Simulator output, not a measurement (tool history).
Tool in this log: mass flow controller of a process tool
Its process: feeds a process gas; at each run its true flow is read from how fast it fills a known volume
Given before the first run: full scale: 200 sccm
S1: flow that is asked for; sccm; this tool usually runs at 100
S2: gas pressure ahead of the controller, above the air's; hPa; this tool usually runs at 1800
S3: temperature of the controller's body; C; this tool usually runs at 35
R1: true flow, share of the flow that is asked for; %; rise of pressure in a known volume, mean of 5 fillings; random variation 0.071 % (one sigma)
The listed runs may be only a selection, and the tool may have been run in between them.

{"run": 1, "hour": 0.0, "S1": 100, "S2": 1800, "S3": 35, "R1": 100.92}
{"run": 2, "hour": 89.8, "S1": 29, "S2": 1800, "S3": 35, "R1": 103.77}
{"run": 3, "hour": 153.0, "S1": 29, "S2": 1800, "S3": 35, "R1": 103.76}
{"run": 4, "hour": 204.5, "S1": 100, "S2": 1800, "S3": 26, "R1": 100.42}
{"run": 5, "hour": 283.1, "S1": 100, "S2": 1800, "S3": 26, "R1": 100.36}
{"run": 6, "hour": 372.3, "S1": 100, "S2": 1800, "S3": 26, "R1": 100.44}
{"run": 7, "hour": 459.2, "S1": 100, "S2": 2270, "S3": 35, "R1": 101.24}
{"run": 8, "hour": 538.8, "S1": 100, "S2": 2270, "S3": 35, "R1": 101.29}
{"run": 9, "hour": 610.0, "S1": 136, "S2": 2270, "S3": 35, "R1": 100.92}
{"run": 10, "hour": 679.7, "S1": 100, "S2": 1800, "S3": 35, "R1": 101.01}
{"run": 11, "hour": 748.5, "S1": 100, "S2": 1800, "S3": 35, "R1": 101.11}
{"run": 12, "hour": 832.7, "S1": 100, "S2": 1800, "S3": 35, "R1": 101.07}
{"run": 13, "hour": 924.8, "S1": 100, "S2": 2350, "S3": 35, "R1": 101.33}
{"run": 14, "hour": 983.7, "S1": 100, "S2": 2350, "S3": 35, "R1": 101.37}
{"run": 15, "hour": 1040.8, "S1": 100, "S2": 2350, "S3": 35, "R1": 101.27}
{"run": 16, "hour": 1092.3, "S1": 100, "S2": 2350, "S3": 35, "R1": 101.41}
{"run": 17, "hour": 1138.5, "S1": 100, "S2": 2350, "S3": 35, "R1": 101.32}
{"run": 18, "hour": 1181.1, "S1": 176, "S2": 1800, "S3": 35, "R1": 100.68}
{"run": 19, "hour": 1228.5, "S1": 100, "S2": 1950, "S3": 35, "R1": 101.28}
{"run": 20, "hour": 1280.6, "S1": 100, "S2": 1950, "S3": 35, "R1": 101.27}
{"run": 21, "hour": 1347.2, "S1": 100, "S2": 1950, "S3": 35, "R1": 101.35}
{"run": 22, "hour": 1396.1, "S1": 100, "S2": 1950, "S3": 35, "R1": 101.4}
{"run": 23, "hour": 1466.7, "S1": 100, "S2": 1950, "S3": 35, "R1": 101.22}
{"run": 24, "hour": 1534.2, "S1": 100, "S2": 1950, "S3": 35, "R1": 101.3}
{"run": 25, "hour": 1614.0, "S1": 100, "S2": 1950, "S3": 35, "R1": 101.17}
{"run": 26, "hour": 1706.0, "S1": 68, "S2": 2040, "S3": 40, "R1": 102.35}
{"run": 27, "hour": 1753.1, "S1": 68, "S2": 2040, "S3": 40, "R1": 102.46}
{"run": 28, "hour": 1801.4, "S1": 102, "S2": 2040, "S3": 22, "R1": 100.59}
{"run": 29, "hour": 1875.2, "S1": 96, "S2": 2480, "S3": 40, "R1": 101.9}
{"run": 30, "hour": 1940.1, "S1": 96, "S2": 2480, "S3": 40, "R1": 101.98}
{"run": 31, "hour": 2003.1, "S1": 38, "S2": 1730, "S3": 27, "R1": 103.74}
{"run": 32, "hour": 2083.8, "S1": 50, "S2": 2700, "S3": 31, "R1": 103.08}
{"run": 33, "hour": 2163.9, "S1": 116, "S2": 1800, "S3": 26, "R1": 100.79}
{"run": 34, "hour": 2224.6, "S1": 170, "S2": 1450, "S3": 34, "R1": 100.68}
{"run": 35, "hour": 2264.2, "S1": 170, "S2": 1450, "S3": 34, "R1": 100.66}
{"run": 36, "hour": 2339.0, "S1": 170, "S2": 1450, "S3": 34, "R1": 100.76}
{"run": 37, "hour": 2389.5, "S1": 103, "S2": 1920, "S3": 35, "R1": 101.43}
{"run": 38, "hour": 2458.7, "S1": 65, "S2": 1900, "S3": 21, "R1": 101.8}
{"run": 39, "hour": 2507.0, "S1": 181, "S2": 1800, "S3": 23, "R1": 99.94}
{"run": 40, "hour": 2557.4, "S1": 181, "S2": 1800, "S3": 23, "R1": 100.02}
{"run": 41, "hour": 2606.0, "S1": 29, "S2": 1920, "S3": 35, "R1": 106.7}
{"run": 42, "hour": 2697.5, "S1": 183, "S2": 1970, "S3": 22, "R1": 99.94}
{"run": 43, "hour": 2759.9, "S1": 64, "S2": 1710, "S3": 35, "R1": 102.71}
{"run": 44, "hour": 2843.6, "S1": 64, "S2": 1710, "S3": 35, "R1": 102.67}
{"run": 45, "hour": 2915.6, "S1": 47, "S2": 2170, "S3": 32, "R1": 103.98}
{"run": 46, "hour": 3000.5, "S1": 47, "S2": 2170, "S3": 32, "R1": 104.03}
{"run": 47, "hour": 3072.9, "S1": 47, "S2": 2170, "S3": 32, "R1": 104.15}
{"run": 48, "hour": 3120.3, "S1": 30, "S2": 1710, "S3": 21, "R1": 106.05}

Alternative continuations, all from the tool just after run 48; predict every row:
{"run": "A", "hour": 3164.4, "S1": 30, "S2": 1710, "S3": 31, "R1": "?"}
{"run": "B", "hour": 3164.4, "S1": 100, "S2": 1800, "S3": 40, "R1": "?"}
{"run": "C", "hour": 3164.4, "S1": 27, "S2": 2500, "S3": 30, "R1": "?"}
{"run": "D", "hour": 3164.4, "S1": 61, "S2": 1800, "S3": 35, "R1": "?"}

run=A R1=106.79
run=B R1=102.1
run=C R1=107.6
run=D R1=103.08
Take away the tool's hidden state, keep each run's random variation, and the runs would have read:
run=A R1=99.87
run=B R1=100.72
run=C R1=99.81
run=D R1=100.18
